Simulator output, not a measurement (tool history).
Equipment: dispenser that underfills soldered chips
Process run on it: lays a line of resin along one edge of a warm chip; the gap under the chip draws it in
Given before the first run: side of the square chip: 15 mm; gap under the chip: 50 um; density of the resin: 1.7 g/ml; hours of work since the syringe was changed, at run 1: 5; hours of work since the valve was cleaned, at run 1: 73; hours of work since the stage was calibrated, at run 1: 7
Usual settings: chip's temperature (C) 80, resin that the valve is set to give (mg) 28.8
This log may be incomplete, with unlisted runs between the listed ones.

| run | hour | chip's temperature (C) | resin that the valve is set to give (mg) | hours of work since the syringe was changed | hours of work since the valve was cleaned | hours of work since the stage was calibrated | time until the resin shows at the far edge (s) | resin that the valve gave (mg) |
|---|---|---|---|---|---|---|---|---|
| 1 | 0 | 80 | 28.8 | 5 | 73 | 7 | 368.2 | 27.29 |
|  | 0.9 | new syringe of resin |
| 2 | 6.9 | 80 | 28.8 | 5 | 78 | 13 | 361.2 | 27.22 |
|  | 8.2 | new syringe of resin |
| 3 | 14.6 | 80 | 28.8 | 5 | 84 | 18 | 370.6 | 26.93 |
|  | 15.4 | new syringe of resin |
|  | 23 | new syringe of resin |
| 4 | 24.3 | 80 | 28.8 | 1 | 91 | 26 | 295.1 | 26.7 |
|  | 29.1 | dispensing valve cleaned and set on the balance |
|  | 31.7 | new syringe of resin |
| 5 | 36.5 | 80 | 28.8 | 4 | 6 | 34 | 341.1 | 28.77 |
|  | 38.9 | new syringe of resin |
| 6 | 44.6 | 80 | 28.8 | 4 | 12 | 40 | 348.4 | 28.52 |
|  | 45.9 | new syringe of resin |
|  | 52.9 | new syringe of resin |
| 7 | 55.4 | 80 | 28.8 | 2 | 20 | 48 | 312.2 | 28.35 |
|  | 59.8 | new syringe of resin |
| 8 | 60.8 | 80 | 27.2 | 1 | 24 | 52 | 288.2 | 26.85 |
| 9 | 66.2 | 80 | 27.2 | 5 | 28 | 57 | 363.3 | 26.36 |
|  | 67.3 | new syringe of resin |
|  | 74.3 | new syringe of resin |
| 10 | 74.3 | 84 | 28.8 | 0 | 34 | 62 | 231.6 | 28.19 |
| 11 | 79.5 | 75 | 28.8 | 4 | 38 | 67 | 454.1 | 27.87 |
|  | 81.5 | new syringe of resin |
|  | 88.4 | new syringe of resin |
| 12 | 90.4 | 75 | 28.8 | 2 | 46 | 75 | 389.3 | 27.67 |
|  | 95.5 | new syringe of resin |
| 13 | 98 | 80 | 28.8 | 2 | 52 | 80 | 309.1 | 27.44 |
|  | 103 | new syringe of resin |
| 14 | 104.3 | 80 | 28.8 | 1 | 57 | 85 | 305.9 | 27.6 |
|  | 110 | new syringe of resin |
| 15 | 113.6 | 80 | 28.8 | 3 | 64 | 92 | 322.4 | 27.13 |
|  | 116.9 | new syringe of resin |
|  | 124.1 | new syringe of resin |
| 16 | 124.2 | 80 | 28.8 | 0 | 71 | 100 | 284.1 | 27.18 |
| 17 | 129.1 | 80 | 26.9 | 4 | 75 | 104 | 350.8 | 25.25 |
|  | 131.2 | new syringe of resin |
|  | 138.3 | new syringe of resin |
| 18 | 139.2 | 80 | 26.9 | 1 | 83 | 111 | 305.1 | 25.06 |
|  | 145.5 | new syringe of resin |
| 19 | 145.5 | 78 | 26.9 | 0 | 87 | 116 | 324.5 | 25.07 |
| 20 | 150.7 | 80 | 35.4 | 4 | 92 | 120 | 348 | 32.65 |
|  | 152.5 | new syringe of resin |
|  | 154.9 | dispensing valve cleaned and set on the balance |
| 21 | 159.3 | 80 | 35.4 | 5 | 3 | 126 | 359.8 | 35.45 |
|  | 161 | new syringe of resin |
|  | 168.7 | new syringe of resin |
| 22 | 169.8 | 89 | 24.7 | 1 | 11 | 134 | 200.1 | 24.42 |
|  | 175.7 | new syringe of resin |
| 23 | 180.5 | 89 | 24.7 | 4 | 19 | 142 | 231 | 24.36 |
|  | 183.1 | new syringe of resin |
| 24 | 187.5 | 89 | 24.7 | 4 | 25 | 147 | 227.3 | 24.18 |
|  | 190 | new syringe of resin |
| 25 | 193.1 | 66 | 29.2 | 2 | 29 | 151 | 687 | 28.34 |
|  | 197.3 | new syringe of resin |
| 26 | 203.5 | 66 | 29.2 | 5 | 37 | 159 | 800.2 | 28.17 |
|  | 204.8 | new syringe of resin |
|  | 211.7 | new syringe of resin |
| 27 | 214.3 | 87 | 31.4 | 2 | 45 | 167 | 229.4 | 30.34 |
|  | 219 | new syringe of resin |
| 28 | 222.3 | 77 | 35.9 | 3 | 51 | 173 | 375 | 34.19 |
|  | 226 | new syringe of resin |
| 29 | 229 | 80 | 34.1 | 2 | 56 | 178 | 314.5 | 32.75 |
|  | 233.2 | new syringe of resin |
| 30 | 235.1 | 80 | 32.5 | 2 | 60 | 183 | 309.8 | 30.83 |
|  | 240.8 | new syringe of resin |
| 31 | 242.5 | 80 | 32.5 | 1 | 66 | 188 | 310.3 | 30.66 |
|  | 248.1 | new syringe of resin |
| 32 | 249.4 | 70 | 31.3 | 1 | 71 | 194 | 511.4 | 29.44 |
|  | 255.7 | new syringe of resin |
| 33 | 259.6 | 70 | 28.5 | 3 | 79 | 201 | 588.2 | 26.5 |
|  | 262.8 | new syringe of resin |
|  | 270.3 | new syringe of resin |
| 34 | 270.3 | 77 | 32 | 0 | 87 | 209 | 348.2 | 29.87 |

3 ways to go on from here, each from the tool as it stands after run 34. What would each give?
|  | 277.8 | new syringe of resin |
| A | 277.9 | 69 | 25.5 | 0 | 93 | 215 | ? | ? |
|  | 277.8 | new syringe of resin |
| B | 277.9 | 93 | 26.4 | 0 | 93 | 215 | ? | ? |
|  | 277.8 | new syringe of resin |
| C | 277.9 | 89 | 32 | 0 | 93 | 215 | ? | ? |

| run | time until the resin shows at the far edge (s) | resin that the valve gave (mg) |
|---|---|---|
| A | 539.4 | 23.49 |
| B | 156 | 24.54 |
| C | 184.1 | 29.72 |
Without the tool's unlogged condition, the same runs would have read:
| run | time until the resin shows at the far edge (s) | resin that the valve gave (mg) |
|---|---|---|
| A | 505.1 | 25.42 |
| B | 147.7 | 26.56 |
| C | 176.4 | 32.15 |
